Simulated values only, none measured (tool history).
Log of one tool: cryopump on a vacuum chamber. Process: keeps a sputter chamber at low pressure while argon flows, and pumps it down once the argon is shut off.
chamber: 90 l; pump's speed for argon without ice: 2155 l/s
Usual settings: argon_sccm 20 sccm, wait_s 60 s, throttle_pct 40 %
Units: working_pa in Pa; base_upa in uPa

run 1 hour=0.0 | argon_sccm=20 wait_s=60 throttle_pct=40 | working_pa=0.0408 base_upa=1.02
run 2 hour=17.3 | argon_sccm=20 wait_s=60 throttle_pct=40 | working_pa=0.0402 base_upa=1.06
run 3 hour=38.1 | argon_sccm=20 wait_s=120 throttle_pct=40 | working_pa=0.0391 base_upa=0.80
run 4 hour=47.7 | argon_sccm=20 wait_s=120 throttle_pct=40 | working_pa=0.0406 base_upa=0.79
run 5 hour=67.1 | argon_sccm=20 wait_s=52 throttle_pct=40 | working_pa=0.0398 base_upa=1.16
run 6 hour=86.0 | argon_sccm=9 wait_s=60 throttle_pct=40 | working_pa=0.0183 base_upa=1.00
run 7 hour=105.1 | argon_sccm=9 wait_s=120 throttle_pct=40 | working_pa=0.0182 base_upa=0.85
run 8 hour=116.3 | argon_sccm=35 wait_s=60 throttle_pct=40 | working_pa=0.0716 base_upa=1.00
run 9 hour=132.4 | argon_sccm=35 wait_s=60 throttle_pct=40 | working_pa=0.0706 base_upa=1.05
run 10 hour=150.3 | argon_sccm=39 wait_s=60 throttle_pct=40 | working_pa=0.0793 base_upa=1.10
run 11 hour=161.3 | argon_sccm=20 wait_s=60 throttle_pct=40 | working_pa=0.0409 base_upa=1.02
run 12 hour=171.6 | argon_sccm=20 wait_s=60 throttle_pct=53 | working_pa=0.0307 base_upa=1.10
run 13 hour=186.8 | argon_sccm=20 wait_s=60 throttle_pct=53 | working_pa=0.0311 base_upa=1.10
run 14 hour=207.2 | argon_sccm=20 wait_s=60 throttle_pct=53 | working_pa=0.0313 base_upa=1.04
run 15 hour=217.0 | argon_sccm=20 wait_s=60 throttle_pct=40 | working_pa=0.0410 base_upa=1.09
run 16 hour=231.0 | argon_sccm=20 wait_s=60 throttle_pct=40 | working_pa=0.0407 base_upa=1.12
run 17 hour=250.6 | argon_sccm=20 wait_s=60 throttle_pct=40 | working_pa=0.0411 base_upa=1.14
run 18 hour=265.1 | argon_sccm=20 wait_s=60 throttle_pct=29 | working_pa=0.0562 base_upa=1.11
run 19 hour=276.4 | argon_sccm=20 wait_s=60 throttle_pct=29 | working_pa=0.0564 base_upa=1.10
run 20 hour=297.4 | argon_sccm=20 wait_s=176 throttle_pct=42 | working_pa=0.0393 base_upa=0.80
run 21 hour=311.2 | argon_sccm=26 wait_s=78 throttle_pct=25 | working_pa=0.0851 base_upa=1.01
run 22 hour=328.0 | argon_sccm=26 wait_s=78 throttle_pct=25 | working_pa=0.0845 base_upa=1.07
run 23 hour=337.8 | argon_sccm=13 wait_s=60 throttle_pct=30 | working_pa=0.0360 base_upa=1.13
run 24 hour=349.3 | argon_sccm=10 wait_s=37 throttle_pct=40 | working_pa=0.0216 base_upa=1.47
run 25 hour=365.5 | argon_sccm=10 wait_s=37 throttle_pct=40 | working_pa=0.0217 base_upa=1.46
run 26 hour=375.4 | argon_sccm=11 wait_s=30 throttle_pct=36 | working_pa=0.0253 base_upa=1.65
run 27 hour=393.2 | argon_sccm=11 wait_s=30 throttle_pct=36 | working_pa=0.0261 base_upa=1.66
run 28 hour=411.7 | argon_sccm=11 wait_s=30 throttle_pct=36 | working_pa=0.0242 base_upa=1.71
run 29 hour=421.6 | argon_sccm=11 wait_s=30 throttle_pct=36 | working_pa=0.0255 base_upa=1.68
run 30 hour=430.9 | argon_sccm=39 wait_s=60 throttle_pct=29 | working_pa=0.1113 base_upa=1.13
run 31 hour=452.3 | argon_sccm=39 wait_s=60 throttle_pct=20 | working_pa=0.1594 base_upa=1.19
run 32 hour=468.9 | argon_sccm=39 wait_s=60 throttle_pct=20 | working_pa=0.1592 base_upa=1.20
run 33 hour=491.2 | argon_sccm=33 wait_s=60 throttle_pct=19 | working_pa=0.1417 base_upa=1.16
run 34 hour=513.2 | argon_sccm=10 wait_s=205 throttle_pct=21 | working_pa=0.0395 base_upa=0.87
run 35 hour=525.3 | argon_sccm=10 wait_s=205 throttle_pct=21 | working_pa=0.0395 base_upa=0.83

3 ways to go on from here, each from the tool as it stands after run 35. What would each give?
run A hour=536.3 | argon_sccm=20 wait_s=23 throttle_pct=40 | working_pa=? base_upa=?
run B hour=536.3 | argon_sccm=13 wait_s=60 throttle_pct=31 | working_pa=? base_upa=?
run C hour=536.3 | argon_sccm=21 wait_s=49 throttle_pct=49 | working_pa=? base_upa=?

run=A working_pa=0.0431 base_upa=2.06
run=B working_pa=0.0360 base_upa=1.23
run=C working_pa=0.0373 base_upa=1.30
Without the tool's hidden state the same runs would have given:
run=A working_pa=0.0394 base_upa=1.51
run=B working_pa=0.0336 base_upa=0.68
run=C working_pa=0.0335 base_upa=0.77
